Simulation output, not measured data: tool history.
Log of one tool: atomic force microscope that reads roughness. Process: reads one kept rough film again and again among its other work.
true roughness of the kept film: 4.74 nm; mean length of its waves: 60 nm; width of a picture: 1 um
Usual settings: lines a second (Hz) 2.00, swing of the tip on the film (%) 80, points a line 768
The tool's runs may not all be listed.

| run | hour | lines a second (Hz) | swing of the tip on the film (%) | points a line | roughness of the kept film (nm (root mean square)) |
|---|---|---|---|---|---|
| 1 | 0.0 | 2.00 | 80 | 768 | 3.725 |
| 2 | 8.3 | 2.00 | 80 | 768 | 3.709 |
| 3 | 16.5 | 2.00 | 80 | 768 | 3.682 |
| 4 | 21.2 | 2.00 | 80 | 448 | 3.700 |
| 5 | 29.9 | 2.00 | 63 | 768 | 4.177 |
| 6 | 41.1 | 2.00 | 63 | 768 | 4.171 |
| 7 | 45.6 | 1.47 | 80 | 768 | 3.861 |
| 8 | 50.4 | 1.47 | 80 | 768 | 3.858 |
| 9 | 59.9 | 1.47 | 80 | 768 | 3.820 |
| 10 | 69.8 | 1.47 | 80 | 768 | 3.821 |
| 11 | 79.0 | 1.47 | 59 | 768 | 4.232 |
| 12 | 89.2 | 2.00 | 80 | 768 | 3.607 |
| 13 | 95.4 | 1.64 | 80 | 768 | 3.718 |
| 14 | 102.3 | 1.64 | 80 | 768 | 3.720 |
| 15 | 107.8 | 2.00 | 80 | 831 | 3.563 |
| 16 | 115.0 | 2.00 | 80 | 684 | 3.580 |
| 17 | 124.9 | 2.00 | 80 | 684 | 3.549 |
| 18 | 135.1 | 2.00 | 80 | 768 | 3.531 |
| 19 | 139.9 | 2.00 | 80 | 768 | 3.529 |
| 20 | 145.9 | 2.00 | 80 | 768 | 3.522 |
| 21 | 153.9 | 0.51 | 80 | 768 | 4.061 |
| 22 | 158.9 | 0.51 | 80 | 768 | 4.079 |
| 23 | 166.3 | 0.51 | 80 | 284 | 4.056 |
| 24 | 171.4 | 0.51 | 80 | 284 | 4.075 |
| 25 | 180.4 | 1.75 | 80 | 381 | 3.552 |
| 26 | 188.4 | 2.00 | 80 | 928 | 3.449 |
| 27 | 197.9 | 2.38 | 56 | 299 | 3.965 |
| 28 | 203.7 | 2.38 | 56 | 299 | 3.964 |
| 29 | 210.0 | 1.17 | 57 | 395 | 4.093 |
| 30 | 217.0 | 2.07 | 66 | 278 | 3.792 |
| 31 | 224.6 | 1.85 | 80 | 880 | 3.466 |
| 32 | 233.9 | 0.85 | 83 | 599 | 3.779 |
|  | 237.0 | new tip fitted |
| 33 | 241.2 | 2.26 | 80 | 768 | 3.626 |
| 34 | 247.7 | 1.77 | 88 | 858 | 3.509 |
| 35 | 254.0 | 0.65 | 80 | 287 | 4.165 |
| 36 | 262.9 | 0.65 | 80 | 287 | 4.188 |
| 37 | 269.2 | 0.65 | 80 | 287 | 4.154 |
| 38 | 276.9 | 2.27 | 58 | 931 | 4.175 |
| 39 | 286.3 | 2.27 | 58 | 931 | 4.184 |
| 40 | 296.1 | 0.56 | 80 | 456 | 4.155 |
| 41 | 303.0 | 0.56 | 80 | 456 | 4.161 |
| 42 | 308.8 | 2.38 | 60 | 554 | 4.083 |
| 43 | 318.8 | 2.38 | 60 | 554 | 4.056 |
| 44 | 324.9 | 3.13 | 80 | 768 | 3.252 |
| 45 | 335.2 | 3.88 | 85 | 273 | 2.800 |
| 46 | 344.2 | 3.88 | 58 | 596 | 3.876 |
| 47 | 349.2 | 0.72 | 78 | 680 | 4.081 |
| 48 | 359.4 | 2.90 | 80 | 287 | 3.270 |

Forecast each of these 3 alternatives for the next run:
| A | 365.6 | 1.35 | 80 | 768 | ? |
| B | 365.6 | 2.60 | 82 | 429 | ? |
| C | 365.6 | 2.00 | 80 | 433 | ? |

| run | roughness of the kept film (nm (root mean square)) |
|---|---|
| A | 3.743 |
| B | 3.250 |
| C | 3.534 |
Without the tool's hidden state the same runs would have given:
| run | roughness of the kept film (nm (root mean square)) |
|---|---|
| A | 3.944 |
| B | 3.425 |
| C | 3.724 |
